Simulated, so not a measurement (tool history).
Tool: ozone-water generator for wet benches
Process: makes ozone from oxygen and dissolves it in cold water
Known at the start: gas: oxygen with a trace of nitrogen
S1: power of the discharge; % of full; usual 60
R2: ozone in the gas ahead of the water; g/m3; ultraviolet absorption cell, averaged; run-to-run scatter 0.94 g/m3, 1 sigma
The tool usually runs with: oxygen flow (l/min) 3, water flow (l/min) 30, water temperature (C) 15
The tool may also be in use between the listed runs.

Run 1, hour 0: usual settings. Result: dissolved ozone (ppm) 8.6, R2 159.7 g/m3.
At hour 120.6: water thermometer calibrated.
Run 2, hour 120.6: usual settings. Result: dissolved ozone (ppm) 9, R2 158.7 g/m3.
Run 3, hour 220.8: usual settings. Result: dissolved ozone (ppm) 8.9, R2 158.9 g/m3.
Run 4, hour 337.6: usual settings. Result: dissolved ozone (ppm) 8.7, R2 158.5 g/m3.
Run 5, hour 418.8: usual settings. Result: dissolved ozone (ppm) 8.7, R2 158.8 g/m3.
Run 6, hour 526.6: usual settings. Result: dissolved ozone (ppm) 8.8, R2 158.9 g/m3.
Run 7, hour 644.7: usual settings. Result: dissolved ozone (ppm) 8.7, R2 159.1 g/m3.
At hour 673.8: contactor cleaned.
Run 8, hour 714.7: usual settings. Result: dissolved ozone (ppm) 8.6, R2 159.4 g/m3.
Run 9, hour 798.7: usual settings but S1 50 % of full. Result: dissolved ozone (ppm) 7.1, R2 134.1 g/m3.
Run 10, hour 934: usual settings but S1 50 % of full. Result: dissolved ozone (ppm) 7.3, R2 136.6 g/m3.
Run 11, hour 1000.7: usual settings but S1 50 % of full. Result: dissolved ozone (ppm) 7.6, R2 133.7 g/m3.
Run 12, hour 1154: usual settings but S1 50 % of full. Result: dissolved ozone (ppm) 7.3, R2 136.3 g/m3.
Run 13, hour 1270.1: usual settings but S1 50 % of full. Result: dissolved ozone (ppm) 7.3, R2 136.4 g/m3.
Run 14, hour 1408.4: usual settings but S1 50 % of full. Result: dissolved ozone (ppm) 7.4, R2 134.6 g/m3.
Run 15, hour 1559.4: usual settings but S1 50 % of full. Result: dissolved ozone (ppm) 7.1, R2 136.8 g/m3.
Run 16, hour 1683.9: usual settings but S1 50 % of full. Result: dissolved ozone (ppm) 7.4, R2 136.6 g/m3.
Run 17, hour 1787.2: usual settings but S1 82 % of full, water temperature (C) 8. Result: dissolved ozone (ppm) 12, R2 214.1 g/m3.
Run 18, hour 1870.3: usual settings but S1 65 % of full, oxygen flow (l/min) 1.78, water temperature (C) 8. Result: dissolved ozone (ppm) 8.3, R2 232.5 g/m3.
Run 19, hour 1962.9: usual settings but S1 43 % of full, oxygen flow (l/min) 5.02, water flow (l/min) 24, water temperature (C) 7. Result: dissolved ozone (ppm) 9.2, R2 88.3 g/m3.
Run 20, hour 2055.2: usual settings but S1 52 % of full, oxygen flow (l/min) 1.99, water flow (l/min) 28, water temperature (C) 11. Result: dissolved ozone (ppm) 7.6, R2 179.4 g/m3.
Run 21, hour 2163: usual settings but S1 52 % of full, oxygen flow (l/min) 1.99, water flow (l/min) 28, water temperature (C) 11. Result: dissolved ozone (ppm) 7.7, R2 179.9 g/m3.
Run 22, hour 2266.8: usual settings but S1 52 % of full, oxygen flow (l/min) 1.99, water flow (l/min) 28, water temperature (C) 11. Result: dissolved ozone (ppm) 7.6, R2 179.4 g/m3.
Run 23, hour 2334.3: usual settings but S1 46 % of full, water flow (l/min) 44. Result: dissolved ozone (ppm) 4.7, R2 125.9 g/m3.
Run 24, hour 2466.2: usual settings but S1 84 % of full, water flow (l/min) 38. Result: dissolved ozone (ppm) 9.4, R2 219.6 g/m3.
Run 25, hour 2594.5: usual settings but S1 82 % of full, water temperature (C) 8. Result: dissolved ozone (ppm) 12.3, R2 215.6 g/m3.
Run 26, hour 2741.9: usual settings but S1 82 % of full, water temperature (C) 8. Result: dissolved ozone (ppm) 12.1, R2 214.7 g/m3.
Run 27, hour 2888.1: usual settings but S1 82 % of full, oxygen flow (l/min) 4.7, water flow (l/min) 21, water temperature (C) 8. Result: dissolved ozone (ppm) 18.4, R2 166.9 g/m3.
Run 28, hour 2978.2: usual settings but S1 83 % of full, oxygen flow (l/min) 2.71, water flow (l/min) 27. Result: dissolved ozone (ppm) 12.5, R2 233.8 g/m3.
Run 29, hour 3102.6: usual settings but S1 44 % of full, oxygen flow (l/min) 2.09. Result: dissolved ozone (ppm) 6.1, R2 150.9 g/m3.
Run 30, hour 3200.5: usual settings but S1 69 % of full, oxygen flow (l/min) 2.09, water flow (l/min) 43. Result: dissolved ozone (ppm) 6.3, R2 227.8 g/m3.
Run 31, hour 3277.9: usual settings but S1 69 % of full, oxygen flow (l/min) 2.09, water flow (l/min) 43. Result: dissolved ozone (ppm) 6.2, R2 227.8 g/m3.
At hour 3360.4: gauge calibrated.
Run 32, hour 3427.2: usual settings but S1 69 % of full, oxygen flow (l/min) 2.09, water flow (l/min) 43. Result: dissolved ozone (ppm) 6.2, R2 221 g/m3.

Forecast each of these 5 alternatives for the next run:
Run A, hour 3579.6: usual settings but S1 69 % of full, oxygen flow (l/min) 2.09, water flow (l/min) 41. Result: dissolved ozone (ppm) ?, R2 ?.
Run B, hour 3579.6: usual settings but oxygen flow (l/min) 2.25. Result: dissolved ozone (ppm) ?, R2 ?.
Run C, hour 3579.6: usual settings but S1 69 % of full, oxygen flow (l/min) 1.83, water flow (l/min) 43. Result: dissolved ozone (ppm) ?, R2 ?.
Run D, hour 3579.6: usual settings but S1 69 % of full, oxygen flow (l/min) 2.09, water flow (l/min) 43, water temperature (C) 10. Result: dissolved ozone (ppm) ?, R2 ?.
Run E, hour 3579.6: usual settings but S1 69 % of full, oxygen flow (l/min) 1.93, water flow (l/min) 41. Result: dissolved ozone (ppm) ?, R2 ?.

run  dissolved ozone (ppm)     R2
  A                    6.5  222.2
  B                    8.3  187.9
  C                    5.8    238
  D                    6.2  221.4
  E                    6.3    232
Had the tool no hidden state, the same runs would have come out as:
run  dissolved ozone (ppm)     R2
  A                    6.5  222.3
  B                    8.3  187.9
  C                    5.8  238.1
  D                    6.3  221.4
  E                    6.4  232.1
